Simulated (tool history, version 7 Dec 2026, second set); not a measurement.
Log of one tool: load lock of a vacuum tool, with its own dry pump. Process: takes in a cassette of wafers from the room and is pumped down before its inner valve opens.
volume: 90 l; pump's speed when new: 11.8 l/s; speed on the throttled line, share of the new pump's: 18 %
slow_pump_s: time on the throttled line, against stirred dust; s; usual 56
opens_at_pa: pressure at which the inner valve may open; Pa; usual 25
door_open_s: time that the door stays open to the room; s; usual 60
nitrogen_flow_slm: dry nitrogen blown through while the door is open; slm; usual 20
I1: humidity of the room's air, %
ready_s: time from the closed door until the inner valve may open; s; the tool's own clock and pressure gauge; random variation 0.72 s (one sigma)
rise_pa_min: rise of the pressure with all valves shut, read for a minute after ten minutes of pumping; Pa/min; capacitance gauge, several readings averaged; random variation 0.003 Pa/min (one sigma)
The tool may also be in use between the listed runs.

run 1 day=0.000 | slow_pump_s=56 opens_at_pa=25 door_open_s=60 nitrogen_flow_slm=20 | I1=45.8 | ready_s=110.0 rise_pa_min=0.056
run 2 day=7.642 | slow_pump_s=56 opens_at_pa=25 door_open_s=60 nitrogen_flow_slm=20 | I1=44.7 | ready_s=110.4 rise_pa_min=0.060
run 3 day=12.554 | slow_pump_s=56 opens_at_pa=25 door_open_s=60 nitrogen_flow_slm=5 | I1=44.4 | ready_s=109.8 rise_pa_min=0.081
run 4 day=22.138 | slow_pump_s=56 opens_at_pa=25 door_open_s=60 nitrogen_flow_slm=5 | I1=44.9 | ready_s=110.0 rise_pa_min=0.089
run 5 day=29.138 | slow_pump_s=56 opens_at_pa=25 door_open_s=60 nitrogen_flow_slm=7 | I1=42.6 | ready_s=111.7 rise_pa_min=0.082
run 6 day=34.071 | slow_pump_s=56 opens_at_pa=21 door_open_s=60 nitrogen_flow_slm=7 | I1=44.5 | ready_s=111.3 rise_pa_min=0.078
run 7 day=43.558 | slow_pump_s=56 opens_at_pa=21 door_open_s=60 nitrogen_flow_slm=7 | I1=47.5 | ready_s=112.4 rise_pa_min=0.087
run 8 day=52.600 | slow_pump_s=56 opens_at_pa=25 door_open_s=60 nitrogen_flow_slm=20 | I1=48.7 | ready_s=111.1 rise_pa_min=0.073
run 9 day=57.762 | slow_pump_s=66 opens_at_pa=25 door_open_s=60 nitrogen_flow_slm=20 | I1=48.0 | ready_s=118.3 rise_pa_min=0.073
run 10 day=64.546 | slow_pump_s=66 opens_at_pa=25 door_open_s=60 nitrogen_flow_slm=20 | I1=45.8 | ready_s=119.6 rise_pa_min=0.078
run 11 day=72.892 | slow_pump_s=66 opens_at_pa=25 door_open_s=60 nitrogen_flow_slm=20 | I1=47.2 | ready_s=119.8 rise_pa_min=0.082
run 12 day=82.062 | slow_pump_s=66 opens_at_pa=25 door_open_s=60 nitrogen_flow_slm=20 | I1=46.1 | ready_s=119.0 rise_pa_min=0.077
run 13 day=91.700 | slow_pump_s=56 opens_at_pa=25 door_open_s=60 nitrogen_flow_slm=7 | I1=42.9 | ready_s=112.6 rise_pa_min=0.100
run 14 day=101.171 | slow_pump_s=56 opens_at_pa=25 door_open_s=60 nitrogen_flow_slm=7 | I1=43.3 | ready_s=112.2 rise_pa_min=0.103
run 15 day=109.962 | slow_pump_s=31 opens_at_pa=25 door_open_s=60 nitrogen_flow_slm=7 | I1=41.9 | ready_s=92.0 rise_pa_min=0.109
run 16 day=117.425 | slow_pump_s=56 opens_at_pa=21 door_open_s=60 nitrogen_flow_slm=20 | I1=45.7 | ready_s=113.7 rise_pa_min=0.097
run 17 day=125.088 | slow_pump_s=56 opens_at_pa=21 door_open_s=56 nitrogen_flow_slm=20 | I1=47.0 | ready_s=114.4 rise_pa_min=0.099
run 18 day=130.900 | slow_pump_s=56 opens_at_pa=25 door_open_s=114 nitrogen_flow_slm=20 | I1=45.1 | ready_s=112.4 rise_pa_min=0.104
run 19 day=140.650 | slow_pump_s=56 opens_at_pa=25 door_open_s=114 nitrogen_flow_slm=20 | I1=46.4 | ready_s=113.1 rise_pa_min=0.113
run 20 day=149.171 | slow_pump_s=56 opens_at_pa=27 door_open_s=53 nitrogen_flow_slm=6 | I1=45.0 | ready_s=111.7 rise_pa_min=0.123
run 21 day=153.446 | slow_pump_s=56 opens_at_pa=27 door_open_s=53 nitrogen_flow_slm=6 | I1=45.7 | ready_s=111.6 rise_pa_min=0.123
run 22 day=160.354 | slow_pump_s=34 opens_at_pa=25 door_open_s=96 nitrogen_flow_slm=20 | I1=44.6 | ready_s=94.4 rise_pa_min=0.110
run 23 day=167.712 | slow_pump_s=56 opens_at_pa=35 door_open_s=177 nitrogen_flow_slm=20 | I1=43.1 | ready_s=110.1 rise_pa_min=0.124
run 24 day=174.171 | slow_pump_s=56 opens_at_pa=35 door_open_s=177 nitrogen_flow_slm=20 | I1=43.7 | ready_s=110.8 rise_pa_min=0.135
run 25 day=180.142 | slow_pump_s=56 opens_at_pa=35 door_open_s=177 nitrogen_flow_slm=20 | I1=43.4 | ready_s=110.0 rise_pa_min=0.134
run 26 day=187.108 | slow_pump_s=56 opens_at_pa=28 door_open_s=212 nitrogen_flow_slm=20 | I1=46.2 | ready_s=112.2 rise_pa_min=0.137
run 27 day=191.900 | slow_pump_s=56 opens_at_pa=28 door_open_s=212 nitrogen_flow_slm=20 | I1=43.0 | ready_s=113.3 rise_pa_min=0.138
run 28 day=200.600 | slow_pump_s=33 opens_at_pa=28 door_open_s=232 nitrogen_flow_slm=20 | I1=44.9 | ready_s=94.2 rise_pa_min=0.138
run 29 day=208.767 | slow_pump_s=39 opens_at_pa=34 door_open_s=97 nitrogen_flow_slm=7 | I1=45.1 | ready_s=97.5 rise_pa_min=0.157
run 30 day=213.225 | slow_pump_s=61 opens_at_pa=19 door_open_s=196 nitrogen_flow_slm=7 | I1=46.0 | ready_s=119.8 rise_pa_min=0.161
run 31 day=222.121 | slow_pump_s=61 opens_at_pa=19 door_open_s=196 nitrogen_flow_slm=7 | I1=44.1 | ready_s=121.0 rise_pa_min=0.177
run 32 day=230.100 | slow_pump_s=50 opens_at_pa=25 door_open_s=60 nitrogen_flow_slm=14 | I1=45.2 | ready_s=109.3 rise_pa_min=0.146
run 33 day=239.383 | slow_pump_s=43 opens_at_pa=25 door_open_s=60 nitrogen_flow_slm=36 | I1=45.1 | ready_s=104.9 rise_pa_min=0.135
run 34 day=247.650 | slow_pump_s=43 opens_at_pa=25 door_open_s=60 nitrogen_flow_slm=36 | I1=46.6 | ready_s=104.5 rise_pa_min=0.144
run 35 day=254.896 | slow_pump_s=43 opens_at_pa=25 door_open_s=60 nitrogen_flow_slm=36 | I1=45.1 | ready_s=105.6 rise_pa_min=0.141

The next listed run, before its measurement:
run 36 day=262.196 | slow_pump_s=43 opens_at_pa=25 door_open_s=60 nitrogen_flow_slm=36 | I1=44.3 | ready_s=? rise_pa_min=?

Run 36 gave ready_s 104.1 s, rise_pa_min 0.144 Pa/min.
Without the tool's hidden state the same run would have given ready_s 98.3 s, rise_pa_min 0.009 Pa/min.
